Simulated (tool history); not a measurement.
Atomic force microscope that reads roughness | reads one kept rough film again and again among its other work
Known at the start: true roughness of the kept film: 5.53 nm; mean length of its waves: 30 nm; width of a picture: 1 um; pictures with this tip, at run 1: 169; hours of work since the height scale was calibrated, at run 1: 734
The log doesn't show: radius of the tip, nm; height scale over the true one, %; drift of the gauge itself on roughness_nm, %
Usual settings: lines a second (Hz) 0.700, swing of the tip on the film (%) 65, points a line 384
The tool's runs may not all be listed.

| run | day | lines a second (Hz) | swing of the tip on the film (%) | points a line | pictures with this tip | hours of work since the height scale was calibrated | roughness of the kept film (nm (root mean square)) |
|---|---|---|---|---|---|---|---|
| 1 | 0.000 | 0.700 | 65 | 384 | 169 | 734 | 3.295 |
| 2 | 0.762 | 0.786 | 65 | 384 | 213 | 749 | 3.121 |
| 3 | 1.621 | 0.786 | 65 | 384 | 263 | 765 | 2.960 |
| 4 | 2.346 | 0.786 | 65 | 384 | 305 | 779 | 2.814 |
|  | 2.479 | new tip fitted |
| 5 | 2.971 | 0.786 | 65 | 384 | 29 | 790 | 4.042 |
| 6 | 3.917 | 0.540 | 65 | 384 | 83 | 808 | 3.766 |
| 7 | 4.488 | 0.700 | 65 | 384 | 117 | 819 | 3.610 |
| 8 | 5.288 | 0.700 | 65 | 384 | 163 | 834 | 3.413 |
| 9 | 6.004 | 0.700 | 65 | 384 | 204 | 848 | 3.210 |
| 10 | 6.954 | 0.700 | 65 | 384 | 259 | 866 | 3.022 |
| 11 | 7.700 | 0.700 | 65 | 384 | 302 | 880 | 2.872 |
|  | 7.867 | new tip fitted |
| 12 | 8.629 | 0.700 | 65 | 384 | 44 | 897 | 3.989 |
| 13 | 9.071 | 0.700 | 65 | 384 | 69 | 905 | 3.844 |
| 14 | 9.696 | 0.700 | 65 | 384 | 105 | 917 | 3.634 |
| 15 | 10.529 | 0.700 | 65 | 384 | 153 | 933 | 3.439 |
| 16 | 11.421 | 0.700 | 65 | 384 | 205 | 950 | 3.250 |
| 17 | 11.854 | 0.700 | 65 | 384 | 230 | 958 | 3.133 |
| 18 | 12.304 | 0.700 | 60 | 384 | 256 | 967 | 3.022 |
|  | 13.250 | new tip fitted |
| 19 | 13.267 | 0.700 | 60 | 384 | 1 | 984 | 4.269 |
| 20 | 13.754 | 0.700 | 60 | 384 | 30 | 994 | 4.067 |
| 21 | 14.588 | 0.700 | 68 | 384 | 78 | 1009 | 3.726 |
| 22 | 15.367 | 0.700 | 65 | 384 | 123 | 1024 | 3.542 |
| 23 | 16.050 | 0.700 | 65 | 384 | 162 | 1037 | 3.361 |
| 24 | 17.042 | 2.129 | 64 | 384 | 220 | 1056 | 2.962 |
| 25 | 17.496 | 0.622 | 62 | 827 | 246 | 1064 | 3.056 |
| 26 | 18.375 | 0.622 | 62 | 827 | 297 | 1081 | 2.887 |
|  | 18.638 | new tip fitted |
| 27 | 19.112 | 0.622 | 62 | 827 | 27 | 1095 | 4.125 |
| 28 | 19.933 | 0.671 | 65 | 408 | 74 | 1110 | 3.810 |
| 29 | 20.896 | 0.700 | 61 | 755 | 130 | 1128 | 3.579 |
|  | 21.038 | height scale calibrated on a step standard |
| 30 | 21.825 | 2.096 | 65 | 287 | 181 | 15 | 3.150 |
| 31 | 22.779 | 0.728 | 65 | 1000 | 237 | 33 | 3.077 |
| 32 | 23.825 | 0.728 | 58 | 963 | 297 | 53 | 2.924 |
|  | 24.067 | new tip fitted |
| 33 | 24.821 | 0.728 | 58 | 963 | 43 | 71 | 4.073 |
| 34 | 25.796 | 0.728 | 58 | 963 | 100 | 90 | 3.734 |
| 35 | 26.542 | 0.728 | 58 | 963 | 143 | 104 | 3.494 |
|  | 26.942 | height scale calibrated on a step standard, once more |
| 36 | 27.462 | 0.728 | 58 | 1012 | 194 | 10 | 3.320 |
| 37 | 28.492 | 1.688 | 57 | 428 | 253 | 29 | 3.031 |
|  | 29.512 | new tip fitted |
| 38 | 29.554 | 1.535 | 57 | 428 | 2 | 49 | 4.203 |
| 39 | 30.171 | 1.535 | 57 | 428 | 38 | 61 | 3.972 |
| 40 | 30.992 | 1.535 | 57 | 428 | 85 | 76 | 3.728 |
| 41 | 31.704 | 1.535 | 61 | 974 | 127 | 90 | 3.510 |
| 42 | 32.208 | 0.782 | 60 | 974 | 156 | 99 | 3.506 |
| 43 | 32.808 | 0.782 | 73 | 974 | 190 | 111 | 3.231 |
| 44 | 33.704 | 0.782 | 73 | 798 | 242 | 128 | 3.074 |
| 45 | 34.171 | 0.782 | 73 | 798 | 269 | 137 | 2.958 |
|  | 34.888 | new tip fitted |
| 46 | 35.025 | 0.782 | 73 | 798 | 8 | 152 | 4.147 |

How the hidden state differs across the entries between the runs, from the last listed run before each to the first after it:
Between runs 4 and 5: new tip fitted (day 2.479)
  radius of the tip, nm: 36.3 -> 12.9; height scale over the true one, %: -0.35 -> -0.36
  measured less the result without the state, roughness of the kept film (nm (root mean square)): -1.460 -> -0.247
Between runs 11 and 12: new tip fitted (day 7.867)
  radius of the tip, nm: 35.3 -> 13.7; height scale over the true one, %: -0.4 -> -0.41
  measured less the result without the state, roughness of the kept film (nm (root mean square)): -1.435 -> -0.303
Between runs 18 and 19: new tip fitted (day 13.250)
  radius of the tip, nm: 30.9 -> 10.6; height scale over the true one, %: -0.44 -> -0.45
  measured less the result without the state, roughness of the kept film (nm (root mean square)): -1.252 -> -0.070
Between runs 26 and 27: new tip fitted (day 18.638)
  radius of the tip, nm: 35.5 -> 12.4
  measured less the result without the state, roughness of the kept film (nm (root mean square)): -1.459 -> -0.215
Between runs 29 and 30: height scale calibrated on a step standard (day 21.038)
  radius of the tip, nm: 20.8 -> 24.8; height scale over the true one, %: -0.52 -> -0.79
  measured less the result without the state, roughness of the kept film (nm (root mean square)): -0.777 -> -0.943
Between runs 32 and 33: new tip fitted (day 24.067)
  radius of the tip, nm: 34.3 -> 13.5; height scale over the true one, %: -0.81 -> -0.82
  measured less the result without the state, roughness of the kept film (nm (root mean square)): -1.428 -> -0.312
Between runs 35 and 36: height scale calibrated on a step standard, once more (day 26.942)
  radius of the tip, nm: 22.1 -> 25.7; height scale over the true one, %: -0.83 -> -0.08
  measured less the result without the state, roughness of the kept film (nm (root mean square)): -0.862 -> -1.019
Between runs 37 and 38: new tip fitted (day 29.512)
  radius of the tip, nm: 30.7 -> 10.8; height scale over the true one, %: -0.09 -> -0.1
  measured less the result without the state, roughness of the kept film (nm (root mean square)): -1.227 -> -0.070
Between runs 45 and 46: new tip fitted (day 34.888)
  radius of the tip, nm: 31.9 -> 11; height scale over the true one, %: -0.14 -> -0.15
  measured less the result without the state, roughness of the kept film (nm (root mean square)): -1.273 -> -0.087

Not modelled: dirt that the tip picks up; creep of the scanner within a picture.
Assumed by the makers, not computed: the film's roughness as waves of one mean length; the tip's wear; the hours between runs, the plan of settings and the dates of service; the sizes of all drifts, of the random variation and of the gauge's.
